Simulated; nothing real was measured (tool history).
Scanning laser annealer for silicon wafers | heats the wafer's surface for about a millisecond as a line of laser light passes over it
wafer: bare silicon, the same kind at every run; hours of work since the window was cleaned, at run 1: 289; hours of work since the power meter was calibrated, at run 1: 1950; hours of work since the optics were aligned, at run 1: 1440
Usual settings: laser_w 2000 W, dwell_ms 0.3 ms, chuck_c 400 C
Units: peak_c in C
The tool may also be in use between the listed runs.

run	day	laser_w	dwell_ms	chuck_c	hours of work since the window was cleaned	hours of work since the power meter was calibrated	hours of work since the optics were aligned	peak_c
1	0	2000	0.3	400	289	1950	1440	1145
2	2.046	1931	0.3	400	318	1980	1469	1109
3	5.183	2000	0.311	400	364	2025	1515	1151
4	8.717	2000	0.311	400	415	2076	1566	1149
# day 10.017: optics aligned, line set to its width
5	11.438	2000	0.3	385	451	2112	20	1117
# day 12.688: window over the wafer cleaned
6	13.271	2000	0.3	400	8	2137	46	1157
# day 16.146: optics aligned, line set to its width, once more
7	16.433	2000	0.3	400	51	2180	4	1171
8	18.571	2000	0.3	400	82	2211	35	1166
9	21.717	2000	0.3	400	127	2256	80	1165
10	24.15	2000	0.3	400	162	2291	115	1165
11	25.762	2000	0.3	400	186	2314	139	1155
12	27.729	2000	0.3	400	214	2343	167	1160
13	29.9	2000	0.3	400	245	2374	198	1159
14	32.438	2000	0.277	400	282	2411	235	1126
15	35.417	1849	0.273	384	325	2454	278	1037
16	37.092	1748	0.282	414	349	2478	302	1027
17	40.017	1748	0.282	414	391	2520	344	1022
18	42.804	1748	0.282	414	431	2560	384	1020
19	44.704	1748	0.282	414	459	2587	412	1020
# day 45.417: window over the wafer cleaned
20	47.862	1748	0.282	414	35	2632	456	1040
21	49.483	2114	0.268	396	59	2655	480	1177
22	51.625	2000	0.333	400	90	2686	510	1203
23	53.142	1892	0.255	380	111	2708	532	1043
24	56.304	1867	0.3	400	157	2754	578	1096

4 ways to go on from here, each from the tool as it stands after run 24. What would each give?
A	58.812	1983	0.222	400	193	2790	614	?
B	58.812	2000	0.3	398	193	2790	614	?
C	58.812	2000	0.3	389	193	2790	614	?
D	58.812	1939	0.225	400	193	2790	614	?

run	peak_c
A	1050
B	1158
C	1148
D	1039
Without the tool's hidden state the same runs would have given:
run	peak_c
A	1053
B	1161
C	1152
D	1042

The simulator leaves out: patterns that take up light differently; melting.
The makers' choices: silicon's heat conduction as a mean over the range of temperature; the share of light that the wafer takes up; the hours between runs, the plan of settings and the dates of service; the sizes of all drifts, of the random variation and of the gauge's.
